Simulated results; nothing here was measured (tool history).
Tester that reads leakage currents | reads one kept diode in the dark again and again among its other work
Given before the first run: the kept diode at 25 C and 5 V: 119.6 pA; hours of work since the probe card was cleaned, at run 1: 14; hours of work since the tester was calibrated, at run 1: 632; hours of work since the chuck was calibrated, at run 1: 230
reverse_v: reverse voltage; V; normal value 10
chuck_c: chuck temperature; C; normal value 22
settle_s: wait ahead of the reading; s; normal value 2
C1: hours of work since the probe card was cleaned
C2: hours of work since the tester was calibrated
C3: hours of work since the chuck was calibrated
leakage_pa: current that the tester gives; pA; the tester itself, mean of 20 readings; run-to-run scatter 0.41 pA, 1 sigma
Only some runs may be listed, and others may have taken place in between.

run 1 hour=0 | reverse_v=10 chuck_c=22 settle_s=2 | C1=14 C2=632 C3=230 | leakage_pa=132.71
run 2 hour=79.2 | reverse_v=10 chuck_c=22 settle_s=2 | C1=61 C2=679 C3=278 | leakage_pa=132.55
run 3 hour=134.1 | reverse_v=10 chuck_c=22 settle_s=2 | C1=94 C2=712 C3=310 | leakage_pa=131.4
run 4 hour=184.6 | reverse_v=10 chuck_c=22 settle_s=2 | C1=124 C2=743 C3=341 | leakage_pa=131.8
run 5 hour=257.2 | reverse_v=10 chuck_c=22 settle_s=2 | C1=168 C2=786 C3=384 | leakage_pa=131.02
run 6 hour=326.9 | reverse_v=1.2 chuck_c=22 settle_s=2 | C1=210 C2=828 C3=426 | leakage_pa=45.88
run 7 hour=402.9 | reverse_v=7.8 chuck_c=22 settle_s=2 | C1=255 C2=873 C3=471 | leakage_pa=114.91
run 8 hour=463.1 | reverse_v=10 chuck_c=22 settle_s=2 | C1=291 C2=909 C3=507 | leakage_pa=130.36
run 9 hour=544.3 | reverse_v=1.3 chuck_c=22 settle_s=2 | C1=340 C2=958 C3=556 | leakage_pa=47.29
run 10 hour=615.8 | reverse_v=1.3 chuck_c=22 settle_s=2 | C1=383 C2=1001 C3=599 | leakage_pa=46.88
run 11 hour=700.6 | reverse_v=1.3 chuck_c=22 settle_s=2 | C1=433 C2=1052 C3=650 | leakage_pa=46.68
run 12 hour=739.6 | reverse_v=1.3 chuck_c=22 settle_s=2 | C1=457 C2=1075 C3=673 | leakage_pa=46.57
run 13 hour=822.3 | reverse_v=1.3 chuck_c=22 settle_s=0.4 | C1=506 C2=1124 C3=723 | leakage_pa=47.56
run 14 hour=894 | reverse_v=10 chuck_c=22 settle_s=2 | C1=549 C2=1167 C3=765 | leakage_pa=128.08
run 15 hour=951.9 | reverse_v=10 chuck_c=22 settle_s=2 | C1=584 C2=1202 C3=800 | leakage_pa=127.18
run 16 hour=1019 | reverse_v=10 chuck_c=22 settle_s=2 | C1=624 C2=1242 C3=840 | leakage_pa=126.87
run 17 hour=1103.5 | reverse_v=10 chuck_c=22 settle_s=2 | C1=675 C2=1293 C3=891 | leakage_pa=126.3
run 18 hour=1160.5 | reverse_v=10 chuck_c=22 settle_s=2 | C1=709 C2=1327 C3=925 | leakage_pa=125.9
run 19 hour=1199.3 | reverse_v=10 chuck_c=22 settle_s=2 | C1=732 C2=1350 C3=948 | leakage_pa=125.33
run 20 hour=1246 | reverse_v=10 chuck_c=22 settle_s=2 | C1=760 C2=1378 C3=976 | leakage_pa=124.8
run 21 hour=1324.5 | reverse_v=6.5 chuck_c=60 settle_s=8.85 | C1=807 C2=1425 C3=1023 | leakage_pa=1196.45
run 22 hour=1397.6 | reverse_v=3.2 chuck_c=22 settle_s=9.03 | C1=851 C2=1469 C3=1067 | leakage_pa=69.52
run 23 hour=1448.2 | reverse_v=11.9 chuck_c=22 settle_s=3.22 | C1=881 C2=1499 C3=1097 | leakage_pa=134.26
run 24 hour=1500 | reverse_v=11.9 chuck_c=22 settle_s=3.22 | C1=912 C2=1530 C3=1128 | leakage_pa=134.94
-- hour=1506 chuck's temperature calibrated
run 25 hour=1555 | reverse_v=13.1 chuck_c=20 settle_s=4.99 | C1=944 C2=1562 C3=29 | leakage_pa=137.63
run 26 hour=1642.8 | reverse_v=13.1 chuck_c=20 settle_s=4.99 | C1=996 C2=1614 C3=82 | leakage_pa=137.02
run 27 hour=1714 | reverse_v=13.1 chuck_c=20 settle_s=4.99 | C1=1039 C2=1657 C3=125 | leakage_pa=137.1
run 28 hour=1794.9 | reverse_v=2.3 chuck_c=52 settle_s=0.5 | C1=1087 C2=1706 C3=173 | leakage_pa=483.32
run 29 hour=1862.8 | reverse_v=2.3 chuck_c=52 settle_s=0.5 | C1=1128 C2=1746 C3=214 | leakage_pa=481.44
run 30 hour=1950.3 | reverse_v=10 chuck_c=58 settle_s=4.63 | C1=1180 C2=1799 C3=266 | leakage_pa=1400.38
run 31 hour=2015.2 | reverse_v=10 chuck_c=58 settle_s=4.63 | C1=1219 C2=1837 C3=305 | leakage_pa=1395.99
run 32 hour=2079.2 | reverse_v=10 chuck_c=58 settle_s=4.63 | C1=1258 C2=1876 C3=343 | leakage_pa=1387.2
run 33 hour=2119.7 | reverse_v=10 chuck_c=26 settle_s=4.63 | C1=1282 C2=1900 C3=367 | leakage_pa=178.92
run 34 hour=2181.3 | reverse_v=10 chuck_c=26 settle_s=4.63 | C1=1319 C2=1937 C3=404 | leakage_pa=179.58
run 35 hour=2257.6 | reverse_v=10 chuck_c=26 settle_s=4.63 | C1=1364 C2=1983 C3=450 | leakage_pa=178.18
run 36 hour=2296 | reverse_v=10 chuck_c=31 settle_s=4.63 | C1=1387 C2=2006 C3=473 | leakage_pa=249.39
run 37 hour=2384.7 | reverse_v=6.2 chuck_c=43 settle_s=3.94 | C1=1441 C2=2059 C3=526 | leakage_pa=434.12
-- hour=2411.1 probe card cleaned and baked
run 38 hour=2456.7 | reverse_v=1.2 chuck_c=27 settle_s=3.26 | C1=27 C2=2100 C3=567 | leakage_pa=64.96
run 39 hour=2516.8 | reverse_v=10 chuck_c=58 settle_s=1.59 | C1=63 C2=2136 C3=603 | leakage_pa=1366.37
run 40 hour=2560.7 | reverse_v=6.3 chuck_c=20 settle_s=0.4 | C1=90 C2=2162 C3=630 | leakage_pa=92.39

Below are 4 alternative next runs, each starting from the tool's condition after run 40. Predict each:
run A hour=2629.9 | reverse_v=10 chuck_c=22 settle_s=8.17 | C1=131 C2=2204 C3=671 | leakage_pa=?
run B hour=2629.9 | reverse_v=19.4 chuck_c=22 settle_s=2 | C1=131 C2=2204 C3=671 | leakage_pa=?
run C hour=2629.9 | reverse_v=10 chuck_c=25 settle_s=0.46 | C1=131 C2=2204 C3=671 | leakage_pa=?
run D hour=2629.9 | reverse_v=2.1 chuck_c=47 settle_s=8.41 | C1=131 C2=2204 C3=671 | leakage_pa=?

run=A leakage_pa=126.32
run=B leakage_pa=177.4
run=C leakage_pa=164.7
run=D leakage_pa=323.84
Had the tool no hidden state, the same runs would have come out as:
run=A leakage_pa=135.29
run=B leakage_pa=189.49
run=C leakage_pa=175.68
run=D leakage_pa=343.79

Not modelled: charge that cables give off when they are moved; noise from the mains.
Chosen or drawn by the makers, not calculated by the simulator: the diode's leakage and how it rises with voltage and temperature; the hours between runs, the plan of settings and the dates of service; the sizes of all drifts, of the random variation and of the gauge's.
